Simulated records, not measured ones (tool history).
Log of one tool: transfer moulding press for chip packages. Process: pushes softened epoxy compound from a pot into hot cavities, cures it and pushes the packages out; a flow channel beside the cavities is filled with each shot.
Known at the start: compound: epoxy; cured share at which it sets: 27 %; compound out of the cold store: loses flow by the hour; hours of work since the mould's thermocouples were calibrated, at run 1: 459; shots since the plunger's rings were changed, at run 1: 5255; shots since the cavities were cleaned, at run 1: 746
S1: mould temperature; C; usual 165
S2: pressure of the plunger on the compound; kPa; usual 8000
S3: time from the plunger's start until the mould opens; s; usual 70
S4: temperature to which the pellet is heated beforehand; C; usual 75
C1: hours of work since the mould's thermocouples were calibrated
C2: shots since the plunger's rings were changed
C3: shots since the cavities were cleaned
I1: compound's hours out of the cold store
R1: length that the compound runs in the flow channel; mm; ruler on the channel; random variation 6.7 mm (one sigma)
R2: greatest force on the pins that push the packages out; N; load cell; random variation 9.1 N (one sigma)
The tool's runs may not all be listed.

| run | hour | S1 | S2 | S3 | S4 | C1 | C2 | C3 | I1 | R1 | R2 |
|---|---|---|---|---|---|---|---|---|---|---|---|
| 1 | 0.0 | 165 | 8000 | 70 | 75 | 459 | 5255 | 746 | 23.5 | 755 | 575 |
|  | 6.3 | mould's thermocouples calibrated |
|  | 8.9 | cavities cleaned with cleaning compound and waxed |
| 2 | 20.2 | 165 | 8000 | 70 | 75 | 8 | 5530 | 185 | 43.9 | 667 | 422 |
| 3 | 30.6 | 165 | 8000 | 70 | 79 | 15 | 5701 | 356 | 8.0 | 835 | 504 |
| 4 | 44.6 | 165 | 6720 | 70 | 79 | 24 | 5931 | 586 | 42.9 | 616 | 517 |
|  | 47.9 | mould's thermocouples calibrated, once more |
|  | 59.0 | plunger's sealing rings changed |
| 5 | 59.9 | 173 | 8000 | 70 | 75 | 6 | 14 | 764 | 9.2 | 898 | 401 |
|  | 65.3 | cavities cleaned with cleaning compound and waxed |
| 6 | 80.8 | 173 | 8000 | 70 | 75 | 18 | 332 | 255 | 12.7 | 877 | 346 |
| 7 | 92.3 | 173 | 8000 | 70 | 75 | 26 | 521 | 444 | 24.9 | 802 | 357 |
| 8 | 111.3 | 173 | 8000 | 70 | 75 | 38 | 835 | 758 | 11.5 | 877 | 380 |
|  | 118.4 | cavities cleaned with cleaning compound and waxed |
| 9 | 128.0 | 173 | 8000 | 70 | 75 | 48 | 1084 | 157 | 48.0 | 706 | 307 |
| 10 | 148.4 | 173 | 8000 | 70 | 75 | 61 | 1420 | 493 | 26.3 | 784 | 364 |
| 11 | 158.3 | 173 | 8000 | 70 | 75 | 67 | 1583 | 656 | 40.8 | 730 | 382 |
|  | 171.4 | cavities cleaned with cleaning compound and waxed |
| 12 | 173.0 | 173 | 8000 | 70 | 75 | 76 | 1800 | 26 | 45.8 | 700 | 295 |
| 13 | 192.1 | 173 | 8000 | 70 | 75 | 88 | 2114 | 340 | 41.5 | 719 | 335 |
| 14 | 213.9 | 170 | 8000 | 70 | 75 | 102 | 2473 | 699 | 32.5 | 749 | 422 |
|  | 224.1 | cavities cleaned with cleaning compound and waxed |
| 15 | 238.0 | 165 | 7150 | 70 | 75 | 116 | 2844 | 229 | 28.3 | 730 | 460 |
| 16 | 250.5 | 161 | 9030 | 72 | 75 | 124 | 3050 | 435 | 21.9 | 838 | 650 |
| 17 | 266.7 | 161 | 9030 | 60 | 65 | 134 | 3316 | 701 | 48.0 | 727 | 1088 |
|  | 275.5 | cavities cleaned with cleaning compound and waxed |
| 18 | 289.8 | 161 | 9030 | 106 | 65 | 148 | 3672 | 236 | 21.2 | 858 | 320 |
| 19 | 300.0 | 161 | 9030 | 106 | 65 | 155 | 3840 | 404 | 17.9 | 875 | 345 |
| 20 | 315.5 | 161 | 9030 | 106 | 65 | 165 | 4095 | 659 | 36.3 | 768 | 361 |
|  | 327.5 | cavities cleaned with cleaning compound and waxed |
| 21 | 328.8 | 161 | 9030 | 86 | 73 | 172 | 4289 | 22 | 36.2 | 773 | 345 |
| 22 | 342.6 | 169 | 8550 | 52 | 75 | 181 | 4515 | 248 | 31.2 | 747 | 829 |
| 23 | 364.8 | 169 | 8550 | 52 | 75 | 195 | 4881 | 614 | 34.7 | 732 | 933 |
|  | 379.8 | cavities cleaned with cleaning compound and waxed |
| 24 | 380.5 | 165 | 8000 | 70 | 71 | 204 | 5114 | 12 | 14.3 | 810 | 465 |
| 25 | 402.7 | 163 | 8000 | 103 | 83 | 219 | 5480 | 378 | 13.0 | 814 | 315 |
| 26 | 418.3 | 166 | 8000 | 106 | 76 | 229 | 5736 | 634 | 22.7 | 748 | 349 |
|  | 431.4 | cavities cleaned with cleaning compound and waxed |
| 27 | 432.3 | 166 | 8000 | 100 | 76 | 236 | 5942 | 16 | 22.3 | 752 | 275 |
|  | 443.8 | plunger's sealing rings changed |
| 28 | 458.4 | 158 | 8720 | 100 | 80 | 252 | 240 | 403 | 27.3 | 862 | 381 |

4 ways to go on from here, each from the tool as it stands after run 28. What would each give?
| A | 476.5 | 160 | 7940 | 70 | 75 | 263 | 538 | 701 | 46.9 | ? | ? |
| B | 476.5 | 158 | 8720 | 100 | 76 | 263 | 538 | 701 | 22.8 | ? | ? |
| C | 476.5 | 158 | 8720 | 88 | 66 | 263 | 538 | 701 | 45.6 | ? | ? |
| D | 476.5 | 158 | 8720 | 51 | 80 | 263 | 538 | 701 | 21.9 | ? | ? |

| run | R1 | R2 |
|---|---|---|
| A | 717 | 712 |
| B | 870 | 411 |
| C | 763 | 506 |
| D | 891 | 1606 |
Without the tool's hidden state the same runs would have given:
| run | R1 | R2 |
|---|---|---|
| A | 725 | 554 |
| B | 879 | 317 |
| C | 772 | 394 |
| D | 901 | 1228 |
